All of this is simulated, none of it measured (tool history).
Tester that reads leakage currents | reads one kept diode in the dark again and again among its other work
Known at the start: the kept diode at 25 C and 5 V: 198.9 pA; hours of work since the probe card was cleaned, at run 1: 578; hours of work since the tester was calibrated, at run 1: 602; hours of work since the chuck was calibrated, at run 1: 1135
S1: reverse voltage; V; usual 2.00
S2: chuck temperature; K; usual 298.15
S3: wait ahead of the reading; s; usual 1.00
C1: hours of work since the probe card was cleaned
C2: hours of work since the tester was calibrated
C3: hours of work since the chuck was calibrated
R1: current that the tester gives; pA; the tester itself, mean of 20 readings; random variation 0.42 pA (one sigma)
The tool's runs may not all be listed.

{"run": 1, "day": 0.0, "S1": 2.0, "S2": 298.15, "S3": 1.0, "C1": 578, "C2": 602, "C3": 1135, "R1": 157.93}
{"run": 2, "day": 1.142, "S1": 2.0, "S2": 298.15, "S3": 1.0, "C1": 590, "C2": 614, "C3": 1147, "R1": 159.16}
{"run": 3, "day": 2.371, "S1": 6.33, "S2": 298.15, "S3": 1.0, "C1": 604, "C2": 628, "C3": 1161, "R1": 250.67}
{"run": 4, "day": 3.342, "S1": 2.0, "S2": 298.15, "S3": 9.93, "C1": 614, "C2": 638, "C3": 1171, "R1": 158.19}
{"run": 5, "day": 4.671, "S1": 2.0, "S2": 298.15, "S3": 9.93, "C1": 629, "C2": 653, "C3": 1186, "R1": 158.56}
{"day": 5.8, "done": "chuck's temperature calibrated"}
{"run": 6, "day": 5.8, "S1": 2.0, "S2": 298.15, "S3": 1.0, "C1": 640, "C2": 664, "C3": 0, "R1": 140.08}
{"run": 7, "day": 7.329, "S1": 2.0, "S2": 298.15, "S3": 1.0, "C1": 657, "C2": 681, "C3": 17, "R1": 139.98}
{"run": 8, "day": 8.638, "S1": 2.0, "S2": 298.15, "S3": 1.0, "C1": 671, "C2": 695, "C3": 31, "R1": 140.41}
{"run": 9, "day": 10.217, "S1": 2.0, "S2": 313.15, "S3": 1.0, "C1": 688, "C2": 712, "C3": 48, "R1": 396.66}
{"run": 10, "day": 11.333, "S1": 2.0, "S2": 313.15, "S3": 1.0, "C1": 700, "C2": 724, "C3": 60, "R1": 396.51}
{"run": 11, "day": 12.242, "S1": 2.0, "S2": 313.15, "S3": 1.0, "C1": 710, "C2": 734, "C3": 70, "R1": 398.27}
{"run": 12, "day": 13.762, "S1": 2.0, "S2": 313.15, "S3": 1.0, "C1": 727, "C2": 751, "C3": 87, "R1": 396.86}
{"run": 13, "day": 14.617, "S1": 2.0, "S2": 298.15, "S3": 4.92, "C1": 736, "C2": 760, "C3": 96, "R1": 141.83}
{"run": 14, "day": 15.404, "S1": 2.0, "S2": 298.15, "S3": 1.0, "C1": 745, "C2": 769, "C3": 105, "R1": 142.04}
{"run": 15, "day": 16.492, "S1": 2.0, "S2": 298.15, "S3": 1.0, "C1": 757, "C2": 780, "C3": 116, "R1": 142.55}
{"run": 16, "day": 17.238, "S1": 2.0, "S2": 298.15, "S3": 1.0, "C1": 765, "C2": 789, "C3": 125, "R1": 142.42}
{"run": 17, "day": 18.892, "S1": 2.0, "S2": 298.15, "S3": 1.0, "C1": 783, "C2": 807, "C3": 143, "R1": 142.58}
{"run": 18, "day": 20.271, "S1": 2.0, "S2": 298.15, "S3": 1.0, "C1": 798, "C2": 822, "C3": 158, "R1": 142.83}
{"run": 19, "day": 21.075, "S1": 2.0, "S2": 298.15, "S3": 1.0, "C1": 806, "C2": 830, "C3": 166, "R1": 142.38}
{"run": 20, "day": 21.817, "S1": 2.0, "S2": 315.15, "S3": 1.0, "C1": 815, "C2": 838, "C3": 174, "R1": 455.14}
{"day": 22.075, "done": "probe card cleaned and baked"}
{"run": 21, "day": 23.442, "S1": 2.0, "S2": 315.15, "S3": 1.0, "C1": 15, "C2": 855, "C3": 191, "R1": 456.41}
{"run": 22, "day": 24.225, "S1": 2.0, "S2": 315.15, "S3": 1.0, "C1": 23, "C2": 863, "C3": 199, "R1": 457.14}
{"run": 23, "day": 25.592, "S1": 2.0, "S2": 315.15, "S3": 1.0, "C1": 38, "C2": 878, "C3": 214, "R1": 459.74}
{"day": 26.783, "done": "probe card cleaned and baked, once more"}
{"run": 24, "day": 26.783, "S1": 6.47, "S2": 304.15, "S3": 0.45, "C1": 0, "C2": 890, "C3": 226, "R1": 348.28}
{"run": 25, "day": 27.883, "S1": 5.74, "S2": 304.15, "S3": 0.45, "C1": 12, "C2": 902, "C3": 238, "R1": 335.05}
{"run": 26, "day": 29.492, "S1": 5.74, "S2": 304.15, "S3": 0.45, "C1": 30, "C2": 919, "C3": 255, "R1": 333.47}
{"run": 27, "day": 30.721, "S1": 5.74, "S2": 304.15, "S3": 4.7, "C1": 43, "C2": 933, "C3": 269, "R1": 332.28}
{"run": 28, "day": 31.642, "S1": 17.03, "S2": 301.15, "S3": 0.52, "C1": 53, "C2": 943, "C3": 279, "R1": 416.8}
{"run": 29, "day": 32.838, "S1": 18.61, "S2": 294.15, "S3": 8.33, "C1": 66, "C2": 956, "C3": 292, "R1": 258.26}
{"run": 30, "day": 33.8, "S1": 1.86, "S2": 318.15, "S3": 5.84, "C1": 76, "C2": 966, "C3": 302, "R1": 545.94}
{"run": 31, "day": 34.975, "S1": 1.86, "S2": 318.15, "S3": 5.84, "C1": 89, "C2": 979, "C3": 315, "R1": 543.72}
{"run": 32, "day": 36.512, "S1": 1.38, "S2": 302.15, "S3": 0.49, "C1": 106, "C2": 996, "C3": 332, "R1": 166.59}
{"run": 33, "day": 37.688, "S1": 1.76, "S2": 326.15, "S3": 4.88, "C1": 119, "C2": 1009, "C3": 345, "R1": 879.17}
{"run": 34, "day": 39.296, "S1": 2.0, "S2": 298.15, "S3": 0.4, "C1": 136, "C2": 1026, "C3": 362, "R1": 144.94}
{"run": 35, "day": 40.992, "S1": 2.44, "S2": 299.15, "S3": 3.77, "C1": 155, "C2": 1045, "C3": 381, "R1": 169.05}
{"run": 36, "day": 42.392, "S1": 1.66, "S2": 299.15, "S3": 3.77, "C1": 170, "C2": 1060, "C3": 396, "R1": 145.62}
{"run": 37, "day": 43.304, "S1": 1.66, "S2": 299.15, "S3": 3.77, "C1": 180, "C2": 1070, "C3": 406, "R1": 144.99}
{"run": 38, "day": 45.012, "S1": 1.11, "S2": 298.15, "S3": 1.18, "C1": 199, "C2": 1088, "C3": 424, "R1": 116.36}
{"run": 39, "day": 45.858, "S1": 1.11, "S2": 320.15, "S3": 0.35, "C1": 208, "C2": 1098, "C3": 434, "R1": 513.44}

Measured less the same run without the tool's hidden state. The same run-to-run variation is in both; the gauge's scatter may not be:
The hidden state here: stray current of the dirty probe card, pA a volt; current scale over the true one, %; true chuck temperature over the reading, C; drift of the gauge itself on leakage_pa, %.
run=1 R1=+18.99
run=2 R1=+19.31
run=3 R1=+31.33
run=4 R1=+19.60
run=5 R1=+19.85
run=6 R1=+1.10
run=7 R1=+1.34
run=8 R1=+1.55
run=9 R1=+3.83
run=10 R1=+4.30
run=11 R1=+4.66
run=12 R1=+5.26
run=13 R1=+2.55
run=14 R1=+2.69
run=15 R1=+2.88
run=16 R1=+2.99
run=17 R1=+3.28
run=18 R1=+3.49
run=19 R1=+3.60
run=20 R1=+9.49
run=21 R1=+10.48
run=22 R1=+10.88
run=23 R1=+11.58
run=24 R1=+9.09
run=25 R1=+9.14
run=26 R1=+9.70
run=27 R1=+10.19
run=28 R1=+13.55
run=29 R1=+9.51
run=30 R1=+16.79
run=31 R1=+17.34
run=32 R1=+6.19
run=33 R1=+28.74
run=34 R1=+5.99
run=35 R1=+7.28
run=36 R1=+6.48
run=37 R1=+6.62
run=38 R1=+5.55
run=39 R1=+21.37

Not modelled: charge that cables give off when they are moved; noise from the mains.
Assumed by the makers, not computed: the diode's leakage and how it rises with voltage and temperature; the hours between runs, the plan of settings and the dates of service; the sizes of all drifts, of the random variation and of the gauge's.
